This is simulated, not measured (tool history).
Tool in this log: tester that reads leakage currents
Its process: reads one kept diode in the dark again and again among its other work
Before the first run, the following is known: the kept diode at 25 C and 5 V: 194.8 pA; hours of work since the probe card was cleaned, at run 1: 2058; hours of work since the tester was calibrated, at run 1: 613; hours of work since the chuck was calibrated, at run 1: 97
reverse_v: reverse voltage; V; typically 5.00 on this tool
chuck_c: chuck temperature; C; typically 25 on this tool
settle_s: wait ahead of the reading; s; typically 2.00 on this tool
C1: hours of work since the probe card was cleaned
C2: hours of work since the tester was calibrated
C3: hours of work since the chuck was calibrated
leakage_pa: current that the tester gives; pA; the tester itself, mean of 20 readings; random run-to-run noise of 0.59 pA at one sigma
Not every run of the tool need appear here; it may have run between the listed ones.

Run 1, hour 0.0: usual settings; C1 2058; C2 613; C3 97. Result: leakage_pa 199.29 pA.
Run 2, hour 118.6: usual settings; C1 2145; C2 700; C3 184. Result: leakage_pa 200.75 pA.
Run 3, hour 322.1: usual settings; C1 2295; C2 850; C3 334. Result: leakage_pa 202.68 pA.
Run 4, hour 428.0: usual settings but reverse_v 7.15 V; C1 2373; C2 928; C3 412. Result: leakage_pa 247.89 pA.
Run 5, hour 644.5: usual settings but reverse_v 7.15 V; C1 2532; C2 1087; C3 571. Result: leakage_pa 249.25 pA.
Run 6, hour 747.9: usual settings but reverse_v 7.15 V; C1 2608; C2 1163; C3 647. Result: leakage_pa 251.86 pA.
Run 7, hour 896.9: usual settings but reverse_v 7.15 V; C1 2718; C2 1273; C3 757. Result: leakage_pa 253.11 pA.
At hour 913.0: probe card cleaned and baked.
Run 8, hour 1069.1: usual settings but reverse_v 7.15 V; C1 115; C2 1397; C3 881. Result: leakage_pa 252.29 pA.
Run 9, hour 1254.1: usual settings but chuck_c 27 C; C1 251; C2 1534; C3 1017. Result: leakage_pa 244.50 pA.
Run 10, hour 1488.4: usual settings but chuck_c 27 C; C1 423; C2 1706; C3 1190. Result: leakage_pa 247.52 pA.
Run 11, hour 1655.1: usual settings but chuck_c 27 C; C1 546; C2 1829; C3 1312. Result: leakage_pa 248.27 pA.
Run 12, hour 1774.2: usual settings but reverse_v 13.85 V; C1 634; C2 1916; C3 1400. Result: leakage_pa 372.51 pA.
Run 13, hour 1960.5: usual settings but reverse_v 3.54 V; C1 771; C2 2053; C3 1537. Result: leakage_pa 181.83 pA.
Run 14, hour 2138.3: usual settings but reverse_v 3.54 V; C1 901; C2 2184; C3 1668. Result: leakage_pa 183.40 pA.
Run 15, hour 2367.2: usual settings; C1 1070; C2 2352; C3 1836. Result: leakage_pa 222.03 pA.
Run 16, hour 2522.2: usual settings; C1 1184; C2 2467; C3 1950. Result: leakage_pa 225.09 pA.
Run 17, hour 2743.8: usual settings; C1 1347; C2 2630; C3 2114. Result: leakage_pa 227.68 pA.
Run 18, hour 2865.5: usual settings but settle_s 7.48 s; C1 1437; C2 2719; C3 2203. Result: leakage_pa 227.68 pA.
Run 19, hour 3013.1: usual settings but chuck_c 23 C, settle_s 7.48 s; C1 1545; C2 2828; C3 2312. Result: leakage_pa 199.38 pA.
At hour 3125.7: chuck's temperature calibrated.
Run 20, hour 3224.9: usual settings but chuck_c 23 C, settle_s 7.48 s; C1 1699; C2 2982; C3 73. Result: leakage_pa 170.56 pA.
Run 21, hour 3427.8: usual settings but chuck_c 23 C, settle_s 7.48 s; C1 1849; C2 3131; C3 222. Result: leakage_pa 172.70 pA.
Run 22, hour 3523.2: usual settings but reverse_v 14.68 V, chuck_c 24 C; C1 1919; C2 3202; C3 292. Result: leakage_pa 338.36 pA.
Run 23, hour 3630.8: usual settings but reverse_v 6.89 V, chuck_c 21 C, settle_s 5.45 s; C1 1998; C2 3281; C3 372. Result: leakage_pa 180.82 pA.
Run 24, hour 3739.2: usual settings but reverse_v 2.80 V, chuck_c 21 C, settle_s 5.45 s; C1 2078; C2 3360; C3 451. Result: leakage_pa 111.49 pA.
Run 25, hour 3925.6: usual settings but settle_s 2.40 s; C1 2215; C2 3498; C3 589. Result: leakage_pa 206.11 pA.
Run 26, hour 4044.8: usual settings but reverse_v 1.07 V, chuck_c 32 C; C1 2303; C2 3585; C3 676. Result: leakage_pa 149.77 pA.
Run 27, hour 4163.0: usual settings but reverse_v 9.74 V, settle_s 2.22 s; C1 2390; C2 3672; C3 763. Result: leakage_pa 300.85 pA.
Run 28, hour 4350.9: usual settings but reverse_v 9.74 V, settle_s 2.22 s; C1 2528; C2 3811; C3 901. Result: leakage_pa 302.32 pA.
Run 29, hour 4544.0: usual settings but reverse_v 1.87 V, chuck_c 42 C, settle_s 5.67 s; C1 2670; C2 3953; C3 1044. Result: leakage_pa 408.24 pA.
At hour 4618.9: probe card cleaned and baked.
Run 30, hour 4678.4: usual settings but reverse_v 13.51 V, chuck_c 42 C, settle_s 1.50 s; C1 44; C2 4049; C3 1140. Result: leakage_pa 1168.94 pA.
Run 31, hour 4897.2: usual settings but reverse_v 1.05 V, chuck_c 53 C, settle_s 3.19 s; C1 205; C2 4210; C3 1301. Result: leakage_pa 609.86 pA.
Run 32, hour 5103.0: usual settings but reverse_v 3.39 V, chuck_c 41 C; C1 356; C2 4362; C3 1453. Result: leakage_pa 537.14 pA.
Run 33, hour 5215.3: usual settings but reverse_v 3.86 V, chuck_c 50 C, settle_s 0.74 s; C1 439; C2 4444; C3 1535. Result: leakage_pa 1030.66 pA.
Run 34, hour 5404.0: usual settings but reverse_v 6.24 V, chuck_c 48 C, settle_s 0.81 s; C1 578; C2 4583; C3 1674. Result: leakage_pa 1181.00 pA.
Run 35, hour 5547.8: usual settings but reverse_v 6.10 V; C1 683; C2 4689; C3 1780. Result: leakage_pa 248.25 pA.
At hour 5644.4: tester calibrated.
Run 36, hour 5694.7: usual settings but reverse_v 5.31 V; C1 790; C2 37; C3 1886. Result: leakage_pa 231.70 pA.
Run 37, hour 5795.1: usual settings but reverse_v 7.03 V, chuck_c 35 C; C1 864; C2 111; C3 1960. Result: leakage_pa 542.03 pA.
Run 38, hour 6002.7: usual settings but reverse_v 2.04 V, chuck_c 44 C, settle_s 5.51 s; C1 1017; C2 264; C3 2113. Result: leakage_pa 513.11 pA.
Run 39, hour 6131.2: usual settings but reverse_v 12.06 V, settle_s 4.99 s; C1 1111; C2 358; C3 2208. Result: leakage_pa 365.01 pA.

The same runs without the tool's hidden state, with the same run-to-run variation:
Hidden state present: stray current of the dirty probe card, pA a volt; current scale over the true one, %; true chuck temperature over the reading, C; drift of the gauge itself on leakage_pa, %.
run  leakage_pa
  1      194.91
  2      195.09
  3      194.85
  4      236.53
  5      235.02
  6      236.38
  7      235.72
  8      236.42
  9      227.10
 10      227.21
 11      225.87
 12      335.89
 13      162.70
 14      162.58
 15      194.29
 16      195.33
 17      195.38
 18      194.07
 19      168.06
 20      166.59
 21      167.01
 22      323.57
 23      172.06
 24      106.08
 25      194.35
 26      141.81
 27      279.03
 28      277.76
 29      379.77
 30     1083.47
 31      562.57
 32      487.79
 33      935.68
 34     1062.21
 35      217.81
 36      203.12
 37      477.47
 38      451.82
 39      312.33
